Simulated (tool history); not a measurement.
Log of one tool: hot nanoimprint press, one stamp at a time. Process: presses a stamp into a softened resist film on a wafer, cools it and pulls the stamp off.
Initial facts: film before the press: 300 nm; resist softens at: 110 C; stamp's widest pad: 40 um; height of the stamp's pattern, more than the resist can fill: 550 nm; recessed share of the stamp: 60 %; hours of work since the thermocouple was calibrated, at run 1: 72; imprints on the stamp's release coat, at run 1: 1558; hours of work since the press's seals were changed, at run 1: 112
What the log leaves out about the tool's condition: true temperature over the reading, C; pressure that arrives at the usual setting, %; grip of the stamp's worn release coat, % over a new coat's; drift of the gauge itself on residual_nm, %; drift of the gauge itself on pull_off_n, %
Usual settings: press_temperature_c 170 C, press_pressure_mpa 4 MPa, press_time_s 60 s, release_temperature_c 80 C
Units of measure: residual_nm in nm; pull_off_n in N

run,hour,press_temperature_c,press_pressure_mpa,press_time_s,release_temperature_c,hours of work since the thermocouple was calibrated,imprints on the stamp's release coat,hours of work since the press's seals were changed,residual_nm,pull_off_n
1,0,170,4,60,80,72,1558,112,115.4,132
2,13.7,170,4,60,80,83,1638,122,116.1,133
3,26.5,170,4,60,80,92,1713,132,116.7,129
4,37.7,170,4,60,80,101,1778,140,115.5,131
5,48.3,170,4,60,80,109,1840,148,116,130
6,58.3,170,4,60,80,116,1898,156,115.4,126
# hour 73.4: stamp cleaned and given a new release coat
7,73.4,167,3.49,54,76,123,0,163,151.5,136
8,84.2,162,4,60,80,132,64,171,183.3,124
9,93.7,170,4.21,60,80,139,119,178,114.4,131
10,108.4,170,5.1,94,80,150,205,189,85.3,128

What differs in the tool's unlogged condition from the final listed run ahead of each entry between runs to the first listed run following it?
Logged between run 6 and run 7: stamp cleaned and given a new release coat (hour 73.4)
  grip of the stamp's worn release coat, % over a new coat's: 1.6 -> 0

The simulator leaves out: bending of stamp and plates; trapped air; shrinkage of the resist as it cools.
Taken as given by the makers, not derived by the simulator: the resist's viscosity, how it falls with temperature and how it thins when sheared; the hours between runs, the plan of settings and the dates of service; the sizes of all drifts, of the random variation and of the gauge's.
